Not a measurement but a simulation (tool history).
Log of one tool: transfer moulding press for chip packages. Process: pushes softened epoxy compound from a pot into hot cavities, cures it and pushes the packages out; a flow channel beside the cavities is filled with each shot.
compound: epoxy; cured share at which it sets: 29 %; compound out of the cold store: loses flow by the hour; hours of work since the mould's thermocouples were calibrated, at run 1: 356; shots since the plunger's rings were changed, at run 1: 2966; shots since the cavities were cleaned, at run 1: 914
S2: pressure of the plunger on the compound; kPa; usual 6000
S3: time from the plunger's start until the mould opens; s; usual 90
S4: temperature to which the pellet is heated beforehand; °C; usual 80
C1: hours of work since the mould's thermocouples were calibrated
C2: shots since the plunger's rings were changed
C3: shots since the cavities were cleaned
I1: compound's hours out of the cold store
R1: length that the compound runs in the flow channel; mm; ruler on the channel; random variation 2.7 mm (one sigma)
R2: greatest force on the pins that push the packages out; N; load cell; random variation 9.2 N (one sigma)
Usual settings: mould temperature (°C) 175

Run 1, day 0.000: usual settings; C1 356; C2 2966; C3 914; I1 32.1. Result: R1 774 mm, R2 594 N.
At day 0.779: cavities cleaned with cleaning compound and waxed.
Run 2, day 0.842: usual settings; C1 370; C2 3280; C3 26; I1 37.4. Result: R1 750 mm, R2 408 N.
Run 3, day 1.442: usual settings; C1 382; C2 3522; C3 268; I1 39.0. Result: R1 742 mm, R2 496 N.
Run 4, day 2.017: usual settings; C1 393; C2 3755; C3 501; I1 30.9. Result: R1 772 mm, R2 547 N.
Run 5, day 2.454: usual settings but S4 78 °C; C1 401; C2 3932; C3 678; I1 28.8. Result: R1 776 mm, R2 591 N.
Run 6, day 3.329: usual settings but S4 78 °C; C1 417; C2 4284; C3 1030; I1 33.5. Result: R1 751 mm, R2 628 N.
At day 3.792: cavities cleaned with cleaning compound and waxed.
Run 7, day 3.954: usual settings; C1 428; C2 4511; C3 65; I1 19.4. Result: R1 811 mm, R2 447 N.
Run 8, day 4.683: usual settings; C1 442; C2 4806; C3 360; I1 43.1. Result: R1 713 mm, R2 521 N.
At day 4.850: plunger's sealing rings changed.
Run 9, day 5.404: usual settings; C1 453; C2 225; C3 610; I1 44.1. Result: R1 769 mm, R2 569 N.
Run 10, day 6.025: usual settings; C1 465; C2 474; C3 859; I1 47.9. Result: R1 747 mm, R2 589 N.
Run 11, day 6.488: usual settings but S4 79 °C; C1 474; C2 661; C3 1046; I1 38.0. Result: R1 787 mm, R2 627 N.
At day 6.896: cavities cleaned with cleaning compound and waxed.
Run 12, day 7.454: usual settings but S4 79 °C; C1 491; C2 1027; C3 226; I1 30.2. Result: R1 814 mm, R2 504 N.
Run 13, day 7.892: usual settings but S4 79 °C; C1 499; C2 1203; C3 402; I1 42.9. Result: R1 753 mm, R2 527 N.
Run 14, day 8.567: usual settings; C1 512; C2 1475; C3 674; I1 32.2. Result: R1 795 mm, R2 581 N.
Run 15, day 9.271: usual settings but mould temperature (°C) 176, S2 5610 kPa, S3 89 s; C1 525; C2 1759; C3 958; I1 35.5. Result: R1 750 mm, R2 578 N.
At day 9.892: cavities cleaned with cleaning compound and waxed.
Run 16, day 10.292: usual settings but mould temperature (°C) 182, S3 126 s; C1 543; C2 2146; C3 161; I1 34.4. Result: R1 751 mm, R2 405 N.
Run 17, day 10.921: usual settings but mould temperature (°C) 173, S3 116 s; C1 555; C2 2401; C3 416; I1 34.1. Result: R1 789 mm, R2 487 N.
Run 18, day 11.688: usual settings but mould temperature (°C) 168, S3 126 s; C1 570; C2 2710; C3 725; I1 13.6. Result: R1 909 mm, R2 597 N.
At day 11.842: mould's thermocouples calibrated.
Run 19, day 12.525: usual settings but mould temperature (°C) 180, S3 72 s; C1 13; C2 3014; C3 1029; I1 20.7. Result: R1 812 mm, R2 685 N.
At day 12.996: cavities cleaned with cleaning compound and waxed.
Run 20, day 13.258: usual settings but mould temperature (°C) 179, S2 5740 kPa, S3 74 s; C1 26; C2 3285; C3 106; I1 19.7. Result: R1 797 mm, R2 522 N.
Run 21, day 14.008: usual settings but mould temperature (°C) 176, S2 4810 kPa, S3 74 s, S4 90 °C; C1 40; C2 3588; C3 409; I1 23.1. Result: R1 724 mm, R2 704 N.
Run 22, day 14.471: usual settings but mould temperature (°C) 176, S2 4890 kPa, S3 103 s, S4 88 °C; C1 48; C2 3775; C3 596; I1 15.1. Result: R1 760 mm, R2 506 N.
At day 14.996: mould's thermocouples calibrated, once more.
Run 23, day 15.354: usual settings but mould temperature (°C) 172, S4 79 °C; C1 7; C2 4099; C3 920; I1 39.0. Result: R1 749 mm, R2 645 N.
Run 24, day 15.879: usual settings but mould temperature (°C) 172, S2 5730 kPa, S3 92 s, S4 79 °C; C1 17; C2 4310; C3 1131; I1 27.9. Result: R1 771 mm, R2 663 N.
At day 16.067: cavities cleaned with cleaning compound and waxed.
Run 25, day 16.817: usual settings but mould temperature (°C) 172, S2 5730 kPa, S3 92 s, S4 79 °C; C1 33; C2 4662; C3 302; I1 24.9. Result: R1 784 mm, R2 570 N.
At day 17.321: plunger's sealing rings changed.
Run 26, day 17.662: usual settings but mould temperature (°C) 180, S2 5660 kPa, S3 108 s, S4 82 °C; C1 47; C2 137; C3 602; I1 22.1. Result: R1 813 mm, R2 501 N.
Run 27, day 18.329: usual settings but S2 7090 kPa, S3 108 s, S4 84 °C; C1 60; C2 406; C3 871; I1 15.7. Result: R1 968 mm, R2 545 N.

Forecast each of these 5 alternatives for the next run:
Run A, day 18.842: usual settings but S3 115 s; C1 69; C2 613; C3 1078; I1 32.7. Result: R1 ?, R2 ?.
Run B, day 18.842: usual settings but S2 6390 kPa, S4 82 °C; C1 69; C2 613; C3 1078; I1 8.1. Result: R1 ?, R2 ?.
Run C, day 18.842: usual settings but mould temperature (°C) 179, S2 5340 kPa, S3 129 s, S4 84 °C; C1 69; C2 613; C3 1078; I1 28.0. Result: R1 ?, R2 ?.
Run D, day 18.842: usual settings but S4 75 °C; C1 69; C2 613; C3 1078; I1 39.4. Result: R1 ?, R2 ?.
Run E, day 18.842: usual settings but mould temperature (°C) 181, S2 6550 kPa, S3 77 s; C1 69; C2 613; C3 1078; I1 20.9. Result: R1 ?, R2 ?.

run   R1   R2
  A  813  546
  B  949  644
  C  765  537
  D  778  612
  E  876  603
Without the tool's hidden state the same runs would have given:
run   R1   R2
  A  822  366
  B  959  431
  C  773  359
  D  786  409
  E  885  403
